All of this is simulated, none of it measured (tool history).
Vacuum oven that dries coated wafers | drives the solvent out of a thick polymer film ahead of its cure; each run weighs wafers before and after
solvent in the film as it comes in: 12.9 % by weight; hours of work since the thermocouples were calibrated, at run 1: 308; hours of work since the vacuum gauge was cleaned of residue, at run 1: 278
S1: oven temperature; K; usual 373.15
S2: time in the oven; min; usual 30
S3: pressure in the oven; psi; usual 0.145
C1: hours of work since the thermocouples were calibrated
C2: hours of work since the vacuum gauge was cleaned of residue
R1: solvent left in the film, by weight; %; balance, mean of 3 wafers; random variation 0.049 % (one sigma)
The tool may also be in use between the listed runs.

run,day,S1,S2,S3,C1,C2,R1
1,0,373.15,30,0.145,308,278,1.94
2,0.675,373.15,30,0.145,317,287,1.88
3,1.421,373.15,24,0.145,327,297,2.66
4,1.838,358.15,24,0.145,333,302,6.14
5,2.508,373.15,30,0.145,342,311,1.99
6,3.146,373.15,30,0.145,350,320,1.99
7,3.517,376.15,30,0.145,355,325,1.46
8,3.875,373.15,39,0.145,360,330,1.3
9,4.246,373.15,39,0.145,365,335,1.42
10,4.612,373.15,39,0.145,370,340,1.34
11,5.2,364.15,45,0.119,378,348,2.53
12,5.692,383.15,49,0.117,385,354,0.35
13,6.396,383.15,49,0.117,394,364,0.32
14,6.996,383.15,18,0.164,402,372,1.69
15,7.829,382.15,45,0.109,413,383,0.39
16,8.317,382.15,45,0.109,420,389,0.47
17,8.712,375.15,28,0.225,425,395,2
18,9.088,368.15,51,0.225,430,400,1.82
19,9.633,368.15,47,0.406,437,407,2.71
20,10.483,375.15,23,0.125,449,418,2.45

Hidden state or all else? Some run-to-run changes of R1, split into what the settings, what came in and random variation would give without the hidden state, and what is left for the hidden state (with any gauge scatter that isn't in both results):
The hidden state here: true wafer temperature over the reading, C; true pressure over the reading, kPa; drift of the gauge itself on solvent_pct, %.
Run 3 -> 4: S1 373.15 -> 358.15. R1 +3.48 %: hidden state +0.02, all else +3.46.
Run 4 -> 5: S1 358.15 -> 373.15, S2 24 -> 30. R1 -4.15 %: hidden state -0.03, all else -4.12.
Run 11 -> 12: S1 364.15 -> 383.15, S2 45 -> 49, S3 0.119 -> 0.117. R1 -2.18 %: hidden state -0.13, all else -2.05.
Run 16 -> 17: S1 382.15 -> 375.15, S2 45 -> 28, S3 0.109 -> 0.225. R1 +1.53 %: hidden state +0.09, all else +1.44.
